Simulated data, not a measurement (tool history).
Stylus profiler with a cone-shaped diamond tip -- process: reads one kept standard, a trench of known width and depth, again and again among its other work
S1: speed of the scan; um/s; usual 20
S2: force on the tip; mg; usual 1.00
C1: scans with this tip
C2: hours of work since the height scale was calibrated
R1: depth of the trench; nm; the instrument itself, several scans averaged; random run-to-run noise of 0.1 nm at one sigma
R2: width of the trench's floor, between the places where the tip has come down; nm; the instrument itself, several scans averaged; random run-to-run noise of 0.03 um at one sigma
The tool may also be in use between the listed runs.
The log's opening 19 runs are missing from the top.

run	hour	S1	S2	C1	C2	R1	R2
# hour 236.5: height scale calibrated on a step standard
20	250.9	9	1.22	3271	6	201.60	16890
21	261.4	5	2.01	3326	11	202.10	16900
22	270.8	7	1.00	3376	15	201.42	16920
23	287.4	17	1.33	3463	23	201.66	16850
# hour 298.7: height scale calibrated on a step standard, once more
24	305.1	15	0.78	3554	3	200.90	16730
25	314.1	70	1.29	3601	7	201.44	16310
26	321.8	20	0.63	3642	10	200.79	16680
27	332.7	20	0.63	3699	15	201.02	16690
28	341.9	9	0.97	3747	19	201.22	16890
29	359.7	9	0.97	3840	27	201.33	16860
30	377.9	9	0.97	3936	36	200.97	16860
31	390.6	20	0.47	4003	41	200.85	16670
32	399.2	18	1.00	4048	45	201.09	16740
33	408.5	10	2.22	4097	49	201.82	16850
34	426.5	64	2.17	4192	57	201.94	16480
35	442.8	64	2.17	4277	65	202.03	16440
36	452.0	72	2.95	4326	69	202.49	16510
37	465.5	14	0.63	4397	75	201.14	16780

Alternative continuations, all from the tool just after run 37; predict every row:
A	478.1	7	0.63	4463	81	?	?
B	478.1	10	0.63	4463	81	?	?
C	478.1	51	0.63	4463	81	?	?

run	R1	R2
A	200.90	16730
B	201.08	16780
C	201.00	16210
Had the tool no hidden state, the same runs would have come out as:
run	R1	R2
A	200.79	17040
B	200.98	17090
C	200.90	16520
